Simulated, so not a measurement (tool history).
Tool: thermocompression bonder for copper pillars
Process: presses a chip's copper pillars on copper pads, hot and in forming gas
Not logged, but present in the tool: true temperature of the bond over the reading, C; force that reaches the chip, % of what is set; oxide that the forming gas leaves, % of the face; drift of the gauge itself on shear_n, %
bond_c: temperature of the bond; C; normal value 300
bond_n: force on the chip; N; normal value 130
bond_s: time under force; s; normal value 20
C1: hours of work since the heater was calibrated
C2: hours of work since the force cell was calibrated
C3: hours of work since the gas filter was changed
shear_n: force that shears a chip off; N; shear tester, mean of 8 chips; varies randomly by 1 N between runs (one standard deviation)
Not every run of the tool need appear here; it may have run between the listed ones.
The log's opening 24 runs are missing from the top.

run 25 hour=1726.8 | bond_c=297 bond_n=154 bond_s=33 | C1=248 C2=1469 C3=53 | shear_n=102.2
-- hour=1737.5 heater calibrated with a thermocouple chip, once more
-- hour=1746.6 force cell calibrated
run 26 hour=1783 | bond_c=276 bond_n=118 bond_s=17 | C1=34 C2=28 C3=93 | shear_n=64.4
run 27 hour=1843.7 | bond_c=276 bond_n=118 bond_s=17 | C1=80 C2=75 C3=140 | shear_n=64.1
run 28 hour=1899.6 | bond_c=276 bond_n=118 bond_s=17 | C1=123 C2=118 C3=183 | shear_n=64.1
run 29 hour=1939.5 | bond_c=313 bond_n=166 bond_s=11 | C1=154 C2=148 C3=213 | shear_n=94.1
run 30 hour=2022.4 | bond_c=322 bond_n=130 bond_s=20 | C1=218 C2=212 C3=277 | shear_n=99.6
run 31 hour=2063.6 | bond_c=300 bond_n=118 bond_s=20 | C1=249 C2=244 C3=309 | shear_n=80.6
run 32 hour=2161.9 | bond_c=300 bond_n=130 bond_s=30 | C1=325 C2=319 C3=384 | shear_n=96.4
run 33 hour=2218.2 | bond_c=274 bond_n=112 bond_s=12 | C1=368 C2=362 C3=427 | shear_n=49.9
-- hour=2274.8 forming gas filter changed
run 34 hour=2301.3 | bond_c=284 bond_n=131 bond_s=13 | C1=432 C2=426 C3=20 | shear_n=65.2
run 35 hour=2370.4 | bond_c=300 bond_n=150 bond_s=20 | C1=485 C2=479 C3=73 | shear_n=94.9
run 36 hour=2459.7 | bond_c=284 bond_n=130 bond_s=14 | C1=553 C2=548 C3=142 | shear_n=68.2

Consider 4 possible next runs. They are alternatives, not a sequence: every one starts from the tool as it was left by run 36. What does each give?
run A hour=2538.6 | bond_c=300 bond_n=99 bond_s=13 | C1=614 C2=608 C3=203 | shear_n=?
run B hour=2538.6 | bond_c=298 bond_n=97 bond_s=20 | C1=614 C2=608 C3=203 | shear_n=?
run C hour=2538.6 | bond_c=328 bond_n=103 bond_s=37 | C1=614 C2=608 C3=203 | shear_n=?
run D hour=2538.6 | bond_c=284 bond_n=124 bond_s=14 | C1=614 C2=608 C3=203 | shear_n=?

run=A shear_n=61.7
run=B shear_n=70.4
run=C shear_n=104.9
run=D shear_n=63.4
Stripped of hidden state, with their random variation kept, the same runs would have yielded:
run=A shear_n=63.9
run=B shear_n=73
run=C shear_n=107.8
run=D shear_n=65.9

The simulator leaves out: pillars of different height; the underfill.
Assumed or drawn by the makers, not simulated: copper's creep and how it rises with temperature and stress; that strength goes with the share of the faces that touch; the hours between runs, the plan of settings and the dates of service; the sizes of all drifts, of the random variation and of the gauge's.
